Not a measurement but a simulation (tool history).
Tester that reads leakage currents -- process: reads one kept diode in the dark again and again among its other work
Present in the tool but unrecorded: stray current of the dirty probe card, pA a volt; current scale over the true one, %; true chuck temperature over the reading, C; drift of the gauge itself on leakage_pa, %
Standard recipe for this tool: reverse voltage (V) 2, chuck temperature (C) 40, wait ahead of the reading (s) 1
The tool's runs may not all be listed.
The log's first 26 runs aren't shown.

| run | hour | reverse voltage (V) | chuck temperature (C) | wait ahead of the reading (s) | hours of work since the probe card was cleaned | hours of work since the tester was calibrated | hours of work since the chuck was calibrated | current that the tester gives (pA) |
|---|---|---|---|---|---|---|---|---|
| 27 | 4418.5 | 6.75 | 28 | 1.59 | 469 | 1555 | 1343 | 59.99 |
| 28 | 4647 | 9.43 | 40 | 1.73 | 616 | 1702 | 1489 | 167.89 |
| 29 | 4855.4 | 9.43 | 40 | 1.73 | 749 | 1836 | 1623 | 164.53 |
| 30 | 5027.1 | 9.43 | 40 | 1.73 | 859 | 1946 | 1733 | 164.46 |
|  | 5066.2 | chuck's temperature calibrated |
| 31 | 5264 | 14.76 | 40 | 1 | 1010 | 2097 | 127 | 236.4 |
| 32 | 5393.4 | 14.76 | 40 | 1 | 1093 | 2180 | 210 | 235.18 |
| 33 | 5606.9 | 7.81 | 42 | 0.37 | 1230 | 2317 | 347 | 208.49 |
| 34 | 5751.5 | 7.81 | 42 | 0.37 | 1323 | 2410 | 440 | 206.49 |
| 35 | 5855.2 | 1.26 | 57 | 0.37 | 1390 | 2476 | 506 | 267.27 |

Each row is a separate what-if for the run after 35, all from the same tool condition, not one after another. Results?
| A | 6008.3 | 6.5 | 39 | 0.47 | 1488 | 2574 | 605 | ? |
| B | 6008.3 | 2 | 26 | 1 | 1488 | 2574 | 605 | ? |
| C | 6008.3 | 1.13 | 24 | 2.29 | 1488 | 2574 | 605 | ? |

| run | current that the tester gives (pA) |
|---|---|
| A | 150.95 |
| B | 34.4 |
| C | 22.7 |
The same runs, with their run-to-run variation unchanged, on a tool lacking any hidden condition would have given:
| run | current that the tester gives (pA) |
|---|---|
| A | 158.3 |
| B | 35.85 |
| C | 23.86 |
